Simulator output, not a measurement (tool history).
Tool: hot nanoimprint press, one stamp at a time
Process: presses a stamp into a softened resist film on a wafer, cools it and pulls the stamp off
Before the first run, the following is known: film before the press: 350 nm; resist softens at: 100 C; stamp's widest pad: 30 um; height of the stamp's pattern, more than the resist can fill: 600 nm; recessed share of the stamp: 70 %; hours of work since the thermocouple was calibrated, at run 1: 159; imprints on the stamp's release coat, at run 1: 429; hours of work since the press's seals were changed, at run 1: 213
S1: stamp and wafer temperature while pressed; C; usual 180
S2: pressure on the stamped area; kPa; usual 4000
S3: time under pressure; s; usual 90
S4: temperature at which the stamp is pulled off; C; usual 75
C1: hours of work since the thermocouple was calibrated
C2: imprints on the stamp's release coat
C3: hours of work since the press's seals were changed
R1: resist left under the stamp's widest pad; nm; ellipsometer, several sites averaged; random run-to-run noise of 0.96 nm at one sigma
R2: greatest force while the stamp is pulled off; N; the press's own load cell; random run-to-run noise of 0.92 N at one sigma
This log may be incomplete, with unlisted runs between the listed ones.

{"run": 1, "hour": 0.0, "S1": 180, "S2": 4000, "S3": 90, "S4": 75, "C1": 159, "C2": 429, "C3": 213, "R1": 173.1, "R2": 152.6}
{"hour": 58.0, "done": "stamp cleaned and given a new release coat"}
{"run": 2, "hour": 95.1, "S1": 180, "S2": 4000, "S3": 90, "S4": 75, "C1": 212, "C2": 120, "C3": 265, "R1": 175.2, "R2": 149.5}
{"run": 3, "hour": 163.5, "S1": 180, "S2": 4000, "S3": 90, "S4": 75, "C1": 252, "C2": 341, "C3": 306, "R1": 174.5, "R2": 150.1}
{"run": 4, "hour": 217.6, "S1": 180, "S2": 4000, "S3": 90, "S4": 75, "C1": 284, "C2": 516, "C3": 338, "R1": 176.3, "R2": 155.9}
{"hour": 251.8, "done": "stamp cleaned and given a new release coat"}
{"hour": 261.8, "done": "plate thermocouple calibrated"}
{"run": 5, "hour": 309.3, "S1": 174, "S2": 4000, "S3": 90, "S4": 75, "C1": 28, "C2": 176, "C3": 386, "R1": 214.4, "R2": 148.1}
{"run": 6, "hour": 395.8, "S1": 174, "S2": 4000, "S3": 90, "S4": 75, "C1": 79, "C2": 456, "C3": 437, "R1": 218.7, "R2": 154}
{"hour": 443.5, "done": "stamp cleaned and given a new release coat"}
{"run": 7, "hour": 468.5, "S1": 180, "S2": 4000, "S3": 90, "S4": 75, "C1": 118, "C2": 81, "C3": 477, "R1": 175, "R2": 149.5}
{"run": 8, "hour": 520.9, "S1": 180, "S2": 4000, "S3": 90, "S4": 75, "C1": 149, "C2": 251, "C3": 508, "R1": 175.1, "R2": 151.3}
{"run": 9, "hour": 578.6, "S1": 169, "S2": 4000, "S3": 90, "S4": 75, "C1": 183, "C2": 437, "C3": 542, "R1": 259, "R2": 151.1}
{"hour": 638.7, "done": "stamp cleaned and given a new release coat"}
{"run": 10, "hour": 645.5, "S1": 169, "S2": 4000, "S3": 90, "S4": 75, "C1": 219, "C2": 23, "C3": 578, "R1": 258, "R2": 148.6}
{"run": 11, "hour": 686.2, "S1": 192, "S2": 4000, "S3": 90, "S4": 75, "C1": 243, "C2": 154, "C3": 602, "R1": 110.9, "R2": 151.3}
{"run": 12, "hour": 751.7, "S1": 192, "S2": 4000, "S3": 90, "S4": 75, "C1": 282, "C2": 366, "C3": 640, "R1": 112.5, "R2": 153}
{"hour": 796.7, "done": "plate thermocouple calibrated"}
{"run": 13, "hour": 815.1, "S1": 180, "S2": 3330, "S3": 90, "S4": 75, "C1": 11, "C2": 562, "C3": 676, "R1": 188, "R2": 154.4}
{"hour": 835.5, "done": "stamp cleaned and given a new release coat"}
{"run": 14, "hour": 883.6, "S1": 182, "S2": 3330, "S3": 165, "S4": 75, "C1": 48, "C2": 156, "C3": 713, "R1": 139.9, "R2": 148.8}
{"run": 15, "hour": 965.3, "S1": 171, "S2": 3330, "S3": 165, "S4": 75, "C1": 96, "C2": 420, "C3": 761, "R1": 214.1, "R2": 152.6}
{"hour": 1024.4, "done": "stamp cleaned and given a new release coat"}
{"run": 16, "hour": 1029.6, "S1": 190, "S2": 3520, "S3": 165, "S4": 75, "C1": 130, "C2": 17, "C3": 796, "R1": 98.2, "R2": 148.8}
{"run": 17, "hour": 1081.8, "S1": 171, "S2": 3520, "S3": 165, "S4": 64, "C1": 161, "C2": 186, "C3": 826, "R1": 211, "R2": 190.4}
{"run": 18, "hour": 1156.8, "S1": 180, "S2": 4000, "S3": 63, "S4": 75, "C1": 205, "C2": 428, "C3": 871, "R1": 202.8, "R2": 154.7}
{"run": 19, "hour": 1198.9, "S1": 185, "S2": 4000, "S3": 101, "S4": 70, "C1": 230, "C2": 565, "C3": 895, "R1": 141.7, "R2": 174.7}
{"hour": 1219.9, "done": "stamp cleaned and given a new release coat"}
{"run": 20, "hour": 1253.0, "S1": 185, "S2": 4000, "S3": 101, "S4": 76, "C1": 259, "C2": 107, "C3": 924, "R1": 141.4, "R2": 145.9}
{"run": 21, "hour": 1327.8, "S1": 189, "S2": 4000, "S3": 101, "S4": 76, "C1": 303, "C2": 349, "C3": 968, "R1": 121.8, "R2": 148.8}
{"hour": 1336.5, "done": "plate thermocouple calibrated"}
{"hour": 1417.5, "done": "stamp cleaned and given a new release coat"}
{"run": 22, "hour": 1420.2, "S1": 189, "S2": 4460, "S3": 101, "S4": 76, "C1": 46, "C2": 9, "C3": 1017, "R1": 114.3, "R2": 144}
{"run": 23, "hour": 1477.4, "S1": 184, "S2": 5370, "S3": 48, "S4": 81, "C1": 80, "C2": 194, "C3": 1051, "R1": 172.5, "R2": 130.1}
{"run": 24, "hour": 1521.2, "S1": 179, "S2": 5370, "S3": 48, "S4": 71, "C1": 105, "C2": 336, "C3": 1077, "R1": 206.6, "R2": 166.2}
{"hour": 1536.3, "done": "press's hydraulic seals changed and the load cell set to zero"}
{"run": 25, "hour": 1606.6, "S1": 179, "S2": 5370, "S3": 48, "S4": 71, "C1": 151, "C2": 586, "C3": 41, "R1": 195.1, "R2": 171.4}

Forecast each of these 4 alternatives for the next run:
{"hour": 1618.7, "done": "stamp cleaned and given a new release coat"}
{"run": "A", "hour": 1657.7, "S1": 180, "S2": 4000, "S3": 52, "S4": 61, "C1": 178, "C2": 126, "C3": 68, "R1": "?", "R2": "?"}
{"hour": 1618.7, "done": "stamp cleaned and given a new release coat"}
{"run": "B", "hour": 1657.7, "S1": 179, "S2": 4000, "S3": 56, "S4": 75, "C1": 178, "C2": 126, "C3": 68, "R1": "?", "R2": "?"}
{"hour": 1618.7, "done": "stamp cleaned and given a new release coat"}
{"run": "C", "hour": 1657.7, "S1": 172, "S2": 5370, "S3": 48, "S4": 71, "C1": 178, "C2": 126, "C3": 68, "R1": "?", "R2": "?"}
{"hour": 1618.7, "done": "stamp cleaned and given a new release coat"}
{"run": "D", "hour": 1657.7, "S1": 189, "S2": 5370, "S3": 48, "S4": 82, "C1": 178, "C2": 126, "C3": 68, "R1": "?", "R2": "?"}

run=A R1=207.8 R2=198.5
run=B R1=210.4 R2=149.1
run=C R1=248.5 R2=164.8
run=D R1=137.2 R2=125.5
The same runs, with their run-to-run variation unchanged, on a tool lacking any hidden condition would have given:
run=A R1=204 R2=194.5
run=B R1=206.6 R2=145.6
run=C R1=244.5 R2=161.1
run=D R1=134.2 R2=122.3
